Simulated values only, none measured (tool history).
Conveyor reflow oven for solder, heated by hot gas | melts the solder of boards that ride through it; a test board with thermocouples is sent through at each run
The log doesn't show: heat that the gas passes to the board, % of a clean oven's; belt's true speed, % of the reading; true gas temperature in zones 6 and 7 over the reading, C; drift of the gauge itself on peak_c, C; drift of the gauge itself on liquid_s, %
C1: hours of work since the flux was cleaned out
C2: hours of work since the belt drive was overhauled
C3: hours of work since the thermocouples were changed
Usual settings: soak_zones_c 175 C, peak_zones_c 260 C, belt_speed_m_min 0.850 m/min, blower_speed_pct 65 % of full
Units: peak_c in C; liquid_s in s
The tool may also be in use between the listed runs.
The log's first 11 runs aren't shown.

At hour 341.4: thermocouples of zones 6 and 7 changed.
Run 12, hour 341.8: usual settings but belt_speed_m_min 0.851 m/min; C1 119; C2 855; C3 0. Result: peak_c 245.9 C, liquid_s 34.89 s.
Run 13, hour 377.2: usual settings but belt_speed_m_min 0.851 m/min; C1 139; C2 875; C3 20. Result: peak_c 245.8 C, liquid_s 34.92 s.
Run 14, hour 411.5: usual settings but peak_zones_c 249 C, belt_speed_m_min 0.851 m/min; C1 158; C2 894; C3 39. Result: peak_c 236.0 C, liquid_s 28.49 s.
Run 15, hour 440.2: usual settings; C1 174; C2 909; C3 55. Result: peak_c 245.8 C, liquid_s 34.82 s.
Run 16, hour 477.8: usual settings; C1 195; C2 930; C3 76. Result: peak_c 245.6 C, liquid_s 34.80 s.
Run 17, hour 508.2: usual settings but soak_zones_c 176 C, peak_zones_c 252 C, belt_speed_m_min 0.977 m/min, blower_speed_pct 83 % of full; C1 212; C2 947; C3 93. Result: peak_c 238.0 C, liquid_s 26.06 s.
Run 18, hour 527.6: usual settings but soak_zones_c 169 C, peak_zones_c 270 C; C1 223; C2 958; C3 103. Result: peak_c 252.9 C, liquid_s 37.08 s.
Run 19, hour 558.6: usual settings but soak_zones_c 169 C, peak_zones_c 268 C, belt_speed_m_min 0.728 m/min, blower_speed_pct 75 % of full; C1 240; C2 975; C3 120. Result: peak_c 257.3 C, liquid_s 47.00 s.
Run 20, hour 583.6: usual settings but soak_zones_c 174 C, peak_zones_c 267 C, belt_speed_m_min 0.849 m/min; C1 254; C2 989; C3 134. Result: peak_c 251.3 C, liquid_s 37.53 s.
Run 21, hour 623.7: usual settings but soak_zones_c 163 C, peak_zones_c 262 C; C1 276; C2 1011; C3 157. Result: peak_c 244.6 C, liquid_s 31.63 s.
At hour 630.5: belt drive overhauled, speed set with a stopwatch.
Run 22, hour 651.1: usual settings but soak_zones_c 163 C, peak_zones_c 265 C; C1 289; C2 11; C3 170. Result: peak_c 247.7 C, liquid_s 33.76 s.
Run 23, hour 684.9: usual settings but soak_zones_c 163 C, peak_zones_c 265 C; C1 308; C2 30; C3 188. Result: peak_c 247.9 C, liquid_s 33.46 s.
Run 24, hour 703.0: usual settings but soak_zones_c 183 C, peak_zones_c 269 C, belt_speed_m_min 0.857 m/min; C1 318; C2 40; C3 198. Result: peak_c 254.5 C, liquid_s 41.27 s.
At hour 732.9: belt drive overhauled, speed set with a stopwatch, once more.
Run 25, hour 747.2: usual settings but soak_zones_c 183 C, peak_zones_c 271 C, belt_speed_m_min 0.857 m/min; C1 340; C2 8; C3 221. Result: peak_c 254.7 C, liquid_s 39.77 s.
Run 26, hour 788.3: usual settings but soak_zones_c 164 C, blower_speed_pct 70 % of full; C1 363; C2 31; C3 243. Result: peak_c 242.6 C, liquid_s 29.78 s.

Forecast run 27:
Run 27, hour 808.3: usual settings but peak_zones_c 273 C, blower_speed_pct 87 % of full; C1 374; C2 42; C3 255. Result: peak_c ?, liquid_s ?.

peak_c: 259.1 C
liquid_s: 40.53 s
Without the tool's hidden state the same run would have given peak_c 261.3 C, liquid_s 41.48 s.
